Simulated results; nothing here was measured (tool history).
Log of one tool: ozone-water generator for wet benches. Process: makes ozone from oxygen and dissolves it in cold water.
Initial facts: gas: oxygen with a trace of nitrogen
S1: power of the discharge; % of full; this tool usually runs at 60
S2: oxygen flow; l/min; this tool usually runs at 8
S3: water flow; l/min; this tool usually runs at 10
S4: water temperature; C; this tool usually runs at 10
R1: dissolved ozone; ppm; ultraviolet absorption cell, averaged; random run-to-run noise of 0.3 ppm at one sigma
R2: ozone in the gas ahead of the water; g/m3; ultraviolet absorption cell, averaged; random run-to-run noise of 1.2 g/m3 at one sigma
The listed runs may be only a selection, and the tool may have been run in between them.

run	hour	S1	S2	S3	S4	R1	R2
1	0	60	8	10	10	43.5	206.3
2	88.1	60	8	10	10	43.3	207.5
3	135.1	60	8	7	10	53.2	208.1
4	211.2	60	8	7	10	53.5	206
5	303.5	60	8	10	10	43	205.7
6	358.1	60	8	10	10	43.1	206.6
7	409	60	8	10	10	42.7	205.5
8	482.9	60	8	10	10	42.7	205.1
9	562.7	60	8	10	10	42.5	205.8
10	609.2	60	8	10	10	42.4	205.6
11	673.8	60	8	10	10	42.4	204.2
12	735.7	60	8	10	10	42.4	204.3
13	781.6	60	8	8	10	48.2	203.1
14	844.5	88	8	10	10	57.3	279.6
15	889.2	60	8	10	10	42	202.1
16	976.9	60	8	10	6	45.6	202.1
17	1020	60	8	6	10	55.8	202.6
18	1070.4	60	4.39	10	16	35.9	249
# hour 1075.6: water thermometer calibrated
19	1137	86	8.44	15	5	45.1	265.1
20	1188.9	60	8	16	15	26.5	200.5
21	1250.9	69	13.06	7	14	48.9	192.7
22	1335.3	69	10.65	9	11	48.2	205.2
23	1385	60	6.29	10	10	41.2	217.9
24	1476.7	60	6.29	10	10	40.8	215.5
# hour 1516.3: water thermometer calibrated, once more
25	1522.2	60	12.01	10	9	41.5	175.2
26	1591	76	8	12	10	43.7	239.5
27	1650.7	76	8	12	10	43.8	240.4
28	1718.2	64	7.01	7	7	57.3	218.9
29	1769	64	7.01	7	16	46.5	218.6
30	1839.8	60	7.45	12	10	35.5	203.1
31	1884.9	53	7.45	12	7	34.1	184.9
32	1925.2	47	10.27	12	7	31.4	149.5
33	1971.1	53	4.49	12	17	26.9	217.9
34	2047.4	46	12.9	10	10	32.2	136.9

Some steps in R1, run to run, broken into two amounts with sign: the step expected even without the hidden condition (settings, incoming material, random variation), and the rest, left for the hidden condition together with whatever gauge scatter is not in both the measured and the hidden-condition-free result:
The hidden state here: yield of the discharge, % of new electrodes'; contactor's efficiency, % of a clean one's; true water temperature over the reading, C; drift of the gauge itself on ozone_ppm, %; drift of the gauge itself on gas_g_m3, %.
Run 14 -> 15: S1 88 -> 60. R1 -15.3 ppm: hidden state +4.1, all else -19.4.
Run 17 -> 18: S2 8 -> 4.39, S3 6 -> 10, S4 10 -> 16. R1 -19.9 ppm: hidden state +2.2, all else -22.1.
Run 19 -> 20: S1 86 -> 60, S2 8.44 -> 8, S3 15 -> 16, S4 5 -> 15. R1 -18.6 ppm: hidden state +4.4, all else -23.
Run 20 -> 21: S1 60 -> 69, S2 8 -> 13.06, S3 16 -> 7, S4 15 -> 14. R1 +22.4 ppm: hidden state -3.7, all else +26.1.
